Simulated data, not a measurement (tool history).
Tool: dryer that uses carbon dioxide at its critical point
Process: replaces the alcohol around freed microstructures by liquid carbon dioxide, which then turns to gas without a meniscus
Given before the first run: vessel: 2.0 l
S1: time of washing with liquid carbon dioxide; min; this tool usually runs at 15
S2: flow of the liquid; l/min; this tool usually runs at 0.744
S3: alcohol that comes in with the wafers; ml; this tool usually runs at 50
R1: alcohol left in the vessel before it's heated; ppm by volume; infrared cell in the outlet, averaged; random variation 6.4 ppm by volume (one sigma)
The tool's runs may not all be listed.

Run 1, hour 0.0: usual settings. Result: R1 381 ppm by volume.
Run 2, hour 38.7: usual settings. Result: R1 390 ppm by volume.
Run 3, hour 92.8: usual settings. Result: R1 423 ppm by volume.
Run 4, hour 127.5: usual settings. Result: R1 445 ppm by volume.
Run 5, hour 185.2: usual settings. Result: R1 472 ppm by volume.
Run 6, hour 248.9: usual settings. Result: R1 501 ppm by volume.
Run 7, hour 292.1: usual settings but S2 0.650 l/min. Result: R1 772 ppm by volume.
At hour 298.7: purifier's bed changed.
Run 8, hour 331.4: usual settings but S2 0.650 l/min. Result: R1 690 ppm by volume.
Run 9, hour 401.7: usual settings but S2 0.650 l/min. Result: R1 730 ppm by volume.
At hour 461.2: inlet filter changed.
Run 10, hour 467.7: usual settings but S1 11 min. Result: R1 931 ppm by volume.
Run 11, hour 511.3: usual settings but S3 109 ml. Result: R1 637 ppm by volume.
Run 12, hour 542.1: usual settings but S3 109 ml. Result: R1 676 ppm by volume.
Run 13, hour 579.1: usual settings but S3 109 ml. Result: R1 726 ppm by volume.
Run 14, hour 635.8: usual settings but S1 11 min, S2 0.552 l/min, S3 109 ml. Result: R1 5195 ppm by volume.
Run 15, hour 677.5: usual settings but S1 18 min, S2 0.716 l/min, S3 27 ml. Result: R1 132 ppm by volume.
Run 16, hour 725.5: usual settings but S1 18 min, S2 0.716 l/min, S3 27 ml. Result: R1 141 ppm by volume.
Run 17, hour 780.2: usual settings but S2 0.503 l/min, S3 94 ml. Result: R1 2881 ppm by volume.
Run 18, hour 816.4: usual settings but S1 24 min, S2 0.620 l/min. Result: R1 149 ppm by volume.
Run 19, hour 845.8: usual settings but S1 11 min, S3 31 ml. Result: R1 847 ppm by volume.
Run 20, hour 874.8: usual settings but S1 12 min, S2 0.575 l/min. Result: R1 2048 ppm by volume.
At hour 919.4: inlet filter changed.
Run 21, hour 929.6: usual settings but S1 12 min, S2 0.575 l/min. Result: R1 1536 ppm by volume.
Run 22, hour 997.3: usual settings but S1 20 min, S2 0.709 l/min, S3 61 ml. Result: R1 160 ppm by volume.
Run 23, hour 1060.9: usual settings but S1 14 min, S2 0.806 l/min, S3 92 ml. Result: R1 635 ppm by volume.
Run 24, hour 1126.4: usual settings but S1 14 min, S2 0.806 l/min, S3 92 ml. Result: R1 688 ppm by volume.

3 ways to go on from here, each from the tool as it stands after run 24. What would each give?
Run A, hour 1155.2: usual settings but S2 0.925 l/min. Result: R1 ?.
Run B, hour 1155.2: usual settings but S2 0.664 l/min, S3 30 ml. Result: R1 ?.
Run C, hour 1155.2: usual settings but S1 17 min, S2 0.456 l/min, S3 92 ml. Result: R1 ?.

run    R1
  A   202
  B   406
  C  2379
Had the tool no hidden state, the same runs would have come out as:
run    R1
  A    95
  B   259
  C  1850

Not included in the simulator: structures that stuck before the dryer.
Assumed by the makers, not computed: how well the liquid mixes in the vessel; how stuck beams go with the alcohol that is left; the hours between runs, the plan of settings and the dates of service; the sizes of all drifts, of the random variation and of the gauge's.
